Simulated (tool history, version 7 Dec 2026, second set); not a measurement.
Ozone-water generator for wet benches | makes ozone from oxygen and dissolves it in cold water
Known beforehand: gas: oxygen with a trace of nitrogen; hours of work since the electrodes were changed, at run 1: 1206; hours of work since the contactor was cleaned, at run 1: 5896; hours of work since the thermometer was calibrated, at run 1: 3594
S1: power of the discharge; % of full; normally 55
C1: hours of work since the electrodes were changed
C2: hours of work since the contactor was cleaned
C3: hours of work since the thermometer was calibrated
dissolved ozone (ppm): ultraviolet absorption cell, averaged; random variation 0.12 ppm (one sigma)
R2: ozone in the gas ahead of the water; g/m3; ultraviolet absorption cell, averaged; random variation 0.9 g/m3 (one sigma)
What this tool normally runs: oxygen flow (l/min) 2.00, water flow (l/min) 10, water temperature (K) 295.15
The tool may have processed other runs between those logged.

{"run": 1, "hour": 0.0, "S1": 55, "oxygen flow (l/min)": 2.0, "water flow (l/min)": 10, "water temperature (K)": 295.15, "C1": 1206, "C2": 5896, "C3": 3594, "dissolved ozone (ppm)": 10.2, "R2": 145.9}
{"run": 2, "hour": 56.8, "S1": 55, "oxygen flow (l/min)": 2.0, "water flow (l/min)": 10, "water temperature (K)": 295.15, "C1": 1260, "C2": 5951, "C3": 3648, "dissolved ozone (ppm)": 10.1, "R2": 145.5}
{"run": 3, "hour": 108.1, "S1": 55, "oxygen flow (l/min)": 2.0, "water flow (l/min)": 10, "water temperature (K)": 295.15, "C1": 1309, "C2": 6000, "C3": 3697, "dissolved ozone (ppm)": 10.2, "R2": 146.5}
{"run": 4, "hour": 139.5, "S1": 55, "oxygen flow (l/min)": 2.0, "water flow (l/min)": 10, "water temperature (K)": 295.15, "C1": 1339, "C2": 6030, "C3": 3727, "dissolved ozone (ppm)": 10.1, "R2": 145.0}
{"run": 5, "hour": 184.1, "S1": 55, "oxygen flow (l/min)": 2.0, "water flow (l/min)": 10, "water temperature (K)": 295.15, "C1": 1382, "C2": 6072, "C3": 3770, "dissolved ozone (ppm)": 10.1, "R2": 146.8}
{"run": 6, "hour": 249.8, "S1": 55, "oxygen flow (l/min)": 2.0, "water flow (l/min)": 10, "water temperature (K)": 295.15, "C1": 1444, "C2": 6135, "C3": 3833, "dissolved ozone (ppm)": 9.9, "R2": 145.9}
{"run": 7, "hour": 287.1, "S1": 55, "oxygen flow (l/min)": 2.0, "water flow (l/min)": 10, "water temperature (K)": 295.15, "C1": 1480, "C2": 6170, "C3": 3868, "dissolved ozone (ppm)": 10.0, "R2": 146.2}
{"run": 8, "hour": 331.7, "S1": 42, "oxygen flow (l/min)": 2.0, "water flow (l/min)": 13, "water temperature (K)": 295.15, "C1": 1523, "C2": 6213, "C3": 3911, "dissolved ozone (ppm)": 6.6, "R2": 120.0}
{"run": 9, "hour": 388.1, "S1": 42, "oxygen flow (l/min)": 2.0, "water flow (l/min)": 13, "water temperature (K)": 295.15, "C1": 1576, "C2": 6267, "C3": 3965, "dissolved ozone (ppm)": 6.7, "R2": 118.5}
{"run": 10, "hour": 464.3, "S1": 44, "oxygen flow (l/min)": 1.63, "water flow (l/min)": 13, "water temperature (K)": 295.15, "C1": 1649, "C2": 6339, "C3": 4037, "dissolved ozone (ppm)": 6.7, "R2": 141.2}
{"run": 11, "hour": 527.5, "S1": 44, "oxygen flow (l/min)": 1.63, "water flow (l/min)": 13, "water temperature (K)": 295.15, "C1": 1709, "C2": 6400, "C3": 4098, "dissolved ozone (ppm)": 6.8, "R2": 141.2}
{"run": 12, "hour": 600.9, "S1": 90, "oxygen flow (l/min)": 2.0, "water flow (l/min)": 7, "water temperature (K)": 295.15, "C1": 1779, "C2": 6470, "C3": 4168, "dissolved ozone (ppm)": 18.1, "R2": 208.4}
{"run": 13, "hour": 651.8, "S1": 55, "oxygen flow (l/min)": 2.0, "water flow (l/min)": 13, "water temperature (K)": 295.15, "C1": 1828, "C2": 6518, "C3": 4216, "dissolved ozone (ppm)": 7.8, "R2": 144.9}

Each row is a separate what-if for the run after 13, all from the same tool condition, not one after another. Results?
{"run": "A", "hour": 691.3, "S1": 84, "oxygen flow (l/min)": 2.0, "water flow (l/min)": 14, "water temperature (K)": 302.15, "C1": 1866, "C2": 6556, "C3": 4254, "dissolved ozone (ppm)": "?", "R2": "?"}
{"run": "B", "hour": 691.3, "S1": 92, "oxygen flow (l/min)": 1.35, "water flow (l/min)": 9, "water temperature (K)": 295.15, "C1": 1866, "C2": 6556, "C3": 4254, "dissolved ozone (ppm)": "?", "R2": "?"}
{"run": "C", "hour": 691.3, "S1": 55, "oxygen flow (l/min)": 2.0, "water flow (l/min)": 9, "water temperature (K)": 295.15, "C1": 1866, "C2": 6556, "C3": 4254, "dissolved ozone (ppm)": "?", "R2": "?"}
{"run": "D", "hour": 691.3, "S1": 55, "oxygen flow (l/min)": 3.47, "water flow (l/min)": 10, "water temperature (K)": 295.15, "C1": 1866, "C2": 6556, "C3": 4254, "dissolved ozone (ppm)": "?", "R2": "?"}
{"run": "E", "hour": 691.3, "S1": 55, "oxygen flow (l/min)": 2.27, "water flow (l/min)": 7, "water temperature (K)": 293.15, "C1": 1866, "C2": 6556, "C3": 4254, "dissolved ozone (ppm)": "?", "R2": "?"}

run=A dissolved_ozone_(ppm)=9.4 R2=195.4
run=B dissolved_ozone_(ppm)=15.9 R2=272.8
run=C dissolved_ozone_(ppm)=10.8 R2=144.9
run=D dissolved_ozone_(ppm)=9.1 R2=100.9
run=E dissolved_ozone_(ppm)=12.8 R2=133.3
With the hidden condition removed and each run's random variation left untouched, the same runs would have given:
run=A dissolved_ozone_(ppm)=10.4 R2=204.4
run=B dissolved_ozone_(ppm)=17.5 R2=286.1
run=C dissolved_ozone_(ppm)=11.7 R2=149.7
run=D dissolved_ozone_(ppm)=9.9 R2=104.3
run=E dissolved_ozone_(ppm)=13.9 R2=137.7

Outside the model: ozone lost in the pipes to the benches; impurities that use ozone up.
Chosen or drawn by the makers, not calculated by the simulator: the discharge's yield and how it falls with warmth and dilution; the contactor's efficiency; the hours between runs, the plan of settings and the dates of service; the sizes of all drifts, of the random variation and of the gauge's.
